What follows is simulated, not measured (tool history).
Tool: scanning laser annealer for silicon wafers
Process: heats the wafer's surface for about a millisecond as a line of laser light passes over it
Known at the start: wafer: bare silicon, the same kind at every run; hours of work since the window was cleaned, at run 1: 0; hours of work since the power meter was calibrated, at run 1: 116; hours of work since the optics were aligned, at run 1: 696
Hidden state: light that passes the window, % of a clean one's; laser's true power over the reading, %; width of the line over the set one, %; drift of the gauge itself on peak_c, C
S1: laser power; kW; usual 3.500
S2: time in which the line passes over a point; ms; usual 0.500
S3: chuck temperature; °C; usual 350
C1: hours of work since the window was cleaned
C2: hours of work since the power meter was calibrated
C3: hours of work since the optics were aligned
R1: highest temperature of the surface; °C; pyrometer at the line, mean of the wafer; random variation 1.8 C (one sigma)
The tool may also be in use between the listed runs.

| run | hour | S1 | S2 | S3 | C1 | C2 | C3 | R1 |
|---|---|---|---|---|---|---|---|---|
| 1 | 0.0 | 3.500 | 0.500 | 350 | 0 | 116 | 696 | 1073 |
| 2 | 72.4 | 3.500 | 0.500 | 350 | 51 | 166 | 746 | 1068 |
| 3 | 126.3 | 3.500 | 0.500 | 350 | 88 | 204 | 784 | 1065 |
| 4 | 203.8 | 3.500 | 0.500 | 350 | 142 | 258 | 838 | 1058 |
| 5 | 268.2 | 3.500 | 0.500 | 350 | 187 | 303 | 883 | 1054 |
| 6 | 350.3 | 3.328 | 0.500 | 350 | 244 | 360 | 940 | 1014 |
| 7 | 434.5 | 3.211 | 0.500 | 350 | 303 | 419 | 999 | 982 |
| 8 | 504.6 | 3.211 | 0.500 | 350 | 352 | 467 | 1048 | 976 |
|  | 522.6 | window over the wafer cleaned |
| 9 | 572.2 | 3.211 | 0.500 | 350 | 35 | 513 | 1093 | 1007 |
| 10 | 648.8 | 3.500 | 0.500 | 350 | 88 | 567 | 1147 | 1066 |
| 11 | 736.7 | 3.500 | 0.500 | 350 | 149 | 628 | 1208 | 1060 |
| 12 | 787.3 | 3.500 | 0.500 | 350 | 185 | 663 | 1244 | 1054 |
| 13 | 825.9 | 3.500 | 0.500 | 350 | 211 | 690 | 1270 | 1049 |
| 14 | 915.0 | 3.500 | 0.500 | 350 | 274 | 752 | 1333 | 1045 |
|  | 936.0 | optics aligned, line set to its width |
| 15 | 967.0 | 3.500 | 0.500 | 350 | 306 | 785 | 22 | 1059 |
| 16 | 1023.9 | 3.500 | 0.500 | 360 | 346 | 825 | 61 | 1063 |
|  | 1049.2 | window over the wafer cleaned |
| 17 | 1073.7 | 3.500 | 0.500 | 350 | 17 | 858 | 95 | 1080 |
| 18 | 1161.2 | 3.500 | 0.470 | 350 | 78 | 919 | 156 | 1055 |
| 19 | 1234.9 | 3.825 | 0.500 | 350 | 130 | 971 | 207 | 1147 |
| 20 | 1298.5 | 3.825 | 0.500 | 350 | 174 | 1015 | 251 | 1142 |
| 21 | 1376.4 | 3.825 | 0.500 | 346 | 228 | 1069 | 306 | 1129 |
| 22 | 1449.4 | 3.095 | 0.500 | 381 | 279 | 1120 | 357 | 995 |
| 23 | 1487.2 | 3.500 | 0.471 | 350 | 305 | 1146 | 383 | 1035 |
| 24 | 1529.1 | 3.500 | 0.471 | 350 | 335 | 1176 | 412 | 1031 |
|  | 1574.9 | window over the wafer cleaned |
| 25 | 1611.3 | 3.500 | 0.471 | 350 | 25 | 1232 | 468 | 1056 |
| 26 | 1657.6 | 3.500 | 0.471 | 317 | 58 | 1264 | 500 | 1016 |
| 27 | 1702.2 | 3.500 | 0.471 | 317 | 89 | 1295 | 531 | 1017 |
| 28 | 1786.1 | 3.280 | 0.471 | 343 | 147 | 1353 | 590 | 989 |
| 29 | 1874.2 | 3.378 | 0.618 | 343 | 209 | 1415 | 652 | 1103 |
| 30 | 1949.2 | 3.850 | 0.604 | 350 | 261 | 1467 | 704 | 1210 |
| 31 | 2037.8 | 3.512 | 0.445 | 364 | 323 | 1529 | 766 | 1028 |
|  | 2097.7 | window over the wafer cleaned |
| 32 | 2124.4 | 3.494 | 0.400 | 364 | 19 | 1588 | 825 | 1012 |
| 33 | 2206.3 | 3.278 | 0.496 | 350 | 76 | 1645 | 882 | 1015 |
| 34 | 2266.9 | 3.388 | 0.500 | 353 | 118 | 1687 | 924 | 1045 |
| 35 | 2326.5 | 3.072 | 0.405 | 375 | 160 | 1729 | 966 | 932 |
| 36 | 2363.5 | 3.389 | 0.588 | 310 | 185 | 1755 | 991 | 1053 |
| 37 | 2429.4 | 3.584 | 0.500 | 364 | 231 | 1801 | 1037 | 1089 |
| 38 | 2504.1 | 3.584 | 0.500 | 364 | 283 | 1853 | 1089 | 1082 |
| 39 | 2560.0 | 3.584 | 0.500 | 364 | 322 | 1892 | 1128 | 1078 |
|  | 2617.8 | window over the wafer cleaned |
| 40 | 2625.3 | 3.584 | 0.500 | 364 | 5 | 1936 | 1172 | 1108 |
| 41 | 2705.1 | 3.584 | 0.500 | 364 | 61 | 1992 | 1228 | 1104 |
| 42 | 2787.0 | 3.501 | 0.500 | 385 | 118 | 2049 | 1285 | 1099 |

Forecast each of these 3 alternatives for the next run:
| A | 2864.5 | 3.435 | 0.532 | 367 | 172 | 2103 | 1339 | ? |
| B | 2864.5 | 3.831 | 0.420 | 359 | 172 | 2103 | 1339 | ? |
| C | 2864.5 | 3.331 | 0.436 | 386 | 172 | 2103 | 1339 | ? |

| run | R1 |
|---|---|
| A | 1082 |
| B | 1081 |
| C | 1015 |
Without the tool's hidden state the same runs would have given:
| run | R1 |
|---|---|
| A | 1104 |
| B | 1103 |
| C | 1034 |
